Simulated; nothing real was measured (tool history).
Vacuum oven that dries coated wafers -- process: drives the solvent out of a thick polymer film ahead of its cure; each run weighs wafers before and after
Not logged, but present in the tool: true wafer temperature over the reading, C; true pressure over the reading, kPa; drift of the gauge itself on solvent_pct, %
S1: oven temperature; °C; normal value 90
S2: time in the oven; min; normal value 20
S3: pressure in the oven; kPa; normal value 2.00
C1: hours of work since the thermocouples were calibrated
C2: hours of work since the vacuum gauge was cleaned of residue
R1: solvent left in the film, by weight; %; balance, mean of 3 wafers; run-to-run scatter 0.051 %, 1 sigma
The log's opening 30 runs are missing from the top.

run 31 hour=734.0 | S1=78 S2=12 S3=4.53 | C1=458 C2=1219 | R1=9.78
run 32 hour=749.7 | S1=91 S2=15 S3=4.53 | C1=467 C2=1229 | R1=4.50
run 33 hour=785.4 | S1=77 S2=25 S3=4.53 | C1=490 C2=1252 | R1=7.64
run 34 hour=801.2 | S1=89 S2=18 S3=4.33 | C1=500 C2=1261 | R1=4.41
run 35 hour=816.1 | S1=90 S2=22 S3=3.28 | C1=509 C2=1271 | R1=2.99
run 36 hour=847.5 | S1=97 S2=20 S3=4.08 | C1=528 C2=1290 | R1=2.69
run 37 hour=875.2 | S1=97 S2=20 S3=4.08 | C1=546 C2=1307 | R1=2.64
run 38 hour=893.1 | S1=86 S2=14 S3=4.96 | C1=557 C2=1319 | R1=6.55
run 39 hour=918.0 | S1=103 S2=20 S3=2.00 | C1=572 C2=1334 | R1=1.18
run 40 hour=942.9 | S1=103 S2=20 S3=2.00 | C1=588 C2=1350 | R1=1.15
run 41 hour=971.4 | S1=104 S2=18 S3=5.84 | C1=606 C2=1368 | R1=2.84
run 42 hour=992.2 | S1=90 S2=31 S3=1.23 | C1=619 C2=1380 | R1=1.46
run 43 hour=1019.6 | S1=100 S2=31 S3=1.23 | C1=636 C2=1398 | R1=0.92
run 44 hour=1053.3 | S1=94 S2=17 S3=2.00 | C1=657 C2=1419 | R1=2.02
run 45 hour=1072.0 | S1=76 S2=15 S3=2.43 | C1=668 C2=1430 | R1=7.97
run 46 hour=1099.3 | S1=102 S2=28 S3=1.98 | C1=685 C2=1447 | R1=1.26
run 47 hour=1126.5 | S1=102 S2=28 S3=1.98 | C1=702 C2=1464 | R1=1.24

Here are 4 independent what-if runs from the current tool condition. What would each one return?
run A hour=1151.6 | S1=86 S2=28 S3=5.70 | C1=718 C2=1480 | R1=?
run B hour=1151.6 | S1=90 S2=27 S3=1.77 | C1=718 C2=1480 | R1=?
run C hour=1151.6 | S1=102 S2=11 S3=2.00 | C1=718 C2=1480 | R1=?
run D hour=1151.6 | S1=100 S2=33 S3=4.65 | C1=718 C2=1480 | R1=?

run=A R1=5.64
run=B R1=1.98
run=C R1=1.65
run=D R1=2.80
Take away the tool's hidden state, keep each run's random variation, and the runs would have read:
run=A R1=4.91
run=B R1=1.44
run=C R1=1.27
run=D R1=2.40

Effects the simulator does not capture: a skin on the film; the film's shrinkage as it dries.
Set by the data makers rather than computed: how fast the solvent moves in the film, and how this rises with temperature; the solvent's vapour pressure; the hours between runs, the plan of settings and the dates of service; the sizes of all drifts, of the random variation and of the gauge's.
